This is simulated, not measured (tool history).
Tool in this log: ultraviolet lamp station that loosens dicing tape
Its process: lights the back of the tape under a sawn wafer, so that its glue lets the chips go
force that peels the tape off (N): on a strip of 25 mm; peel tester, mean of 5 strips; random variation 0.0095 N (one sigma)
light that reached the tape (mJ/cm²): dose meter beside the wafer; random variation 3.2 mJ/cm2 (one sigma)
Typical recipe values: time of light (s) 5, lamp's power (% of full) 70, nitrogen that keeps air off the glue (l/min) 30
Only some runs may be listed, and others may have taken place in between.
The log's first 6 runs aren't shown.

run   hour  time of light (s)  lamp's power (% of full)  nitrogen that keeps air off the glue (l/min)  force that peels the tape off (N)  light that reached the tape (mJ/cm²)
  7   89.7                  5                        88                                            35                              0.352                                   497
  8  103.1                  5                        88                                            35                              0.366                                   496
  9  121.9                  5                        88                                            51                              0.292                                   492
 10    134                  6                        88                                            51                              0.249                                   581
 11  148.9                  6                        88                                            51                              0.244                                   580
 12  168.5                  6                        88                                            51                              0.251                                   578
 13  185.5                  6                        88                                            51                              0.255                                   570
 14  197.4                  6                        88                                            51                              0.258                                   571
 15  207.2                  6                        88                                            51                              0.248                                   572
 16  215.9                  7                        95                                            16                              0.336                                   717
 17  227.6                  5                        98                                            30                              0.369                                   523
 18    238                  8                        93                                            10                              0.385                                   793
 19    248                  8                        93                                            10                               0.39                                   789
 20  258.7                  8                        93                                            10                              0.405                                   787
 21  269.9                  8                        93                                            10                              0.393                                   778
 22  285.6                  8                        93                                            10                                0.4                                   786
 23  305.3                  8                        93                                            10                              0.408                                   772
 24  322.5                  5                        88                                            14                              0.781                                   452
 25  335.2                  4                        70                                            30                              1.052                                   289
 26  354.7                  4                        70                                            30                               1.05                                   283
 27  372.7                  6                        85                                            30                              0.383                                   511
 28  392.1                  5                        70                                            42                              0.592                                   346
 29  410.5                  6                        73                                            15                              0.826                                   433
 30  425.8                  8                        86                                            44                              0.225                                   673

Predict each of these 5 candidate next runs independently; none follows another, all start after run 30:
     440.8  -- window cleaned of glue's vapour
  A  444.1                  6                        86                                            10                                  ?                                     ?
     440.8  -- window cleaned of glue's vapour
  B  444.1                  8                        64                                            56                                  ?                                     ?
     440.8  -- window cleaned of glue's vapour
  C  444.1                  5                        70                                            11                                  ?                                     ?
     440.8  -- window cleaned of glue's vapour
  D  444.1                  2                        62                                            20                                  ?                                     ?
     440.8  -- window cleaned of glue's vapour
  E  444.1                  3                        93                                            38                                  ?                                     ?

run  force that peels the tape off (N)  light that reached the tape (mJ/cm²)
  A                              0.634                                   590
  B                              0.236                                   579
  C                              1.152                                   404
  D                              2.711                                   138
  E                              0.724                                   316
Without the tool's hidden state the same runs would have given:
run  force that peels the tape off (N)  light that reached the tape (mJ/cm²)
  A                              0.442                                   723
  B                              0.208                                   709
  C                               0.84                                   494
  D                              2.295                                   170
  E                              0.507                                   387
